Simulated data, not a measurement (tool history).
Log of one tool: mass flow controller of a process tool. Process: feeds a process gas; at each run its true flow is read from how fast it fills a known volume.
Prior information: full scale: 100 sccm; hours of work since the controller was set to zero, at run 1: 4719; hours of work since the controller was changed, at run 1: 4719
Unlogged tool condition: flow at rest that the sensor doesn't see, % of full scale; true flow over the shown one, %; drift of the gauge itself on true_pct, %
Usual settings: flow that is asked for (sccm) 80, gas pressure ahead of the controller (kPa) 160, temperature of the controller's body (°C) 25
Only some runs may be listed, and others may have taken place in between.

| run | hour | flow that is asked for (sccm) | gas pressure ahead of the controller (kPa) | temperature of the controller's body (°C) | hours of work since the controller was set to zero | hours of work since the controller was changed | true flow (%) |
|---|---|---|---|---|---|---|---|
| 1 | 0.0 | 80 | 160 | 25 | 4719 | 4719 | 100.04 |
| 2 | 286.3 | 80 | 160 | 25 | 4819 | 4819 | 100.13 |
| 3 | 474.9 | 51 | 160 | 25 | 4884 | 4884 | 99.01 |
| 4 | 802.6 | 80 | 160 | 25 | 4998 | 4998 | 100.13 |
| 5 | 1120.1 | 80 | 160 | 25 | 5108 | 5108 | 100.02 |
| 6 | 1305.7 | 80 | 160 | 25 | 5173 | 5173 | 100.10 |
| 7 | 1521.0 | 80 | 160 | 25 | 5247 | 5247 | 100.12 |
| 8 | 1814.5 | 80 | 160 | 22 | 5349 | 5349 | 99.85 |
| 9 | 2154.0 | 80 | 160 | 22 | 5467 | 5467 | 99.80 |
| 10 | 2472.9 | 80 | 160 | 22 | 5578 | 5578 | 99.77 |
| 11 | 2795.2 | 80 | 160 | 22 | 5690 | 5690 | 99.83 |
| 12 | 3155.4 | 80 | 160 | 30 | 5815 | 5815 | 100.67 |
| 13 | 3379.6 | 80 | 160 | 30 | 5893 | 5893 | 100.61 |
| 14 | 3697.7 | 80 | 160 | 30 | 6003 | 6003 | 100.65 |
| 15 | 3851.4 | 80 | 172 | 21 | 6057 | 6057 | 99.70 |
| 16 | 4170.8 | 64 | 160 | 30 | 6168 | 6168 | 99.98 |
|  | 4191.9 | controller's zero set anew |
| 17 | 4354.8 | 11 | 261 | 23 | 57 | 6231 | 86.06 |
| 18 | 4583.9 | 18 | 184 | 27 | 136 | 6311 | 92.12 |
| 19 | 4819.8 | 80 | 194 | 25 | 218 | 6393 | 99.30 |
| 20 | 4981.2 | 80 | 211 | 24 | 274 | 6449 | 99.16 |
| 21 | 5176.7 | 17 | 159 | 23 | 342 | 6517 | 91.16 |
| 22 | 5369.6 | 22 | 278 | 36 | 409 | 6584 | 93.74 |
| 23 | 5662.0 | 40 | 160 | 38 | 511 | 6685 | 98.16 |
| 24 | 5818.0 | 40 | 160 | 38 | 565 | 6739 | 98.03 |
| 25 | 6009.1 | 80 | 160 | 20 | 631 | 6806 | 99.04 |
|  | 6102.5 | controller's zero set anew, once more |
| 26 | 6359.1 | 83 | 160 | 25 | 89 | 6927 | 101.35 |

Predict each of these 3 candidate next runs independently; none follows another, all start after run 26:
| A | 6637.7 | 63 | 160 | 27 | 186 | 7024 | ? |
| B | 6637.7 | 15 | 205 | 26 | 186 | 7024 | ? |
| C | 6637.7 | 19 | 187 | 25 | 186 | 7024 | ? |

| run | true flow (%) |
|---|---|
| A | 101.17 |
| B | 99.41 |
| C | 99.59 |
Without the tool's hidden state the same runs would have given:
| run | true flow (%) |
|---|---|
| A | 99.63 |
| B | 98.10 |
| C | 98.21 |
